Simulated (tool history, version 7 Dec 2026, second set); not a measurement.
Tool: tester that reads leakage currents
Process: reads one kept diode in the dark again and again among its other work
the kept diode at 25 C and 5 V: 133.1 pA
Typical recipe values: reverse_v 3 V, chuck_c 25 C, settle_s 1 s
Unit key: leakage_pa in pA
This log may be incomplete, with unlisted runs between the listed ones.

run    hour  reverse_v  chuck_c  settle_s  leakage_pa
  1       0          3       25         1       112.9
  2      19          3       25      6.12         113
  3    55.4          3       25      6.12      113.08
  4      74          3       26         1      123.82
  5   101.8          3       26         1      124.16
  6     119          3       26         1      123.76
  7   144.5          3       26         1      123.14
  8   166.2       6.27       25         1      144.04
  9   189.8          3       25         1      113.16
 10   228.9          3       25         1      113.18
 11   251.1          3       25         1      113.33
 12   268.8          3       25       0.8      113.02
 13   287.9          3       25       0.8      113.58
 14   325.3          3       25       0.8      113.38
 15   356.7          3       25       0.8      114.32
 16   392.3          3       31       0.8      190.87
 17   430.8          3       31       0.8      190.18
 18   448.8          3       25         1      112.93
 19   470.4          3       25         1      113.13
 20   495.4          3       25         1      112.71
 21     535          3       25         1      112.93
 22     560          3       25         1      113.06
 23   586.5          3       25         1      113.19
 24   623.9          3       36      0.75      289.22
 25     661          3       36      0.75      288.37
 26   697.1          3       32      4.09      206.24
 27   715.2       7.72       25         1       154.2
 28   739.9       7.72       25         1      155.02
        750  -- probe card cleaned and baked
 29   779.2       7.72       25         1      154.96
 30   809.7       1.82       59      6.58     1417.13
 31   845.1      12.43       35      6.85      420.95
 32   866.6      12.43       35      6.85       419.8
 33   890.4      12.43       47      1.17     1097.02
 34   907.7      10.29       23      0.61      142.94
 35   946.1      17.78       54      0.42     2072.06
 36   967.2      17.78       54      1.59     2057.32
 37   992.3      14.98       47      2.89     1164.32
 38  1009.3       7.01       57      0.33     1910.28
 39  1029.6       9.28       39         1      531.35

Below are 4 alternative next runs, each starting from the tool's condition after run 39. Predict each:
  A  1059.6       9.28       32         1           ?
  B  1059.6       5.14       56      0.88           ?
  C  1059.6       9.28       39      5.74           ?
  D  1059.6      18.87       50      2.05           ?

run  leakage_pa
  A       296.6
  B     1615.92
  C      532.68
  D     1570.93
With the hidden condition removed and each run's random variation left untouched, the same runs would have given:
run  leakage_pa
  A       296.5
  B     1615.47
  C      532.51
  D     1570.47
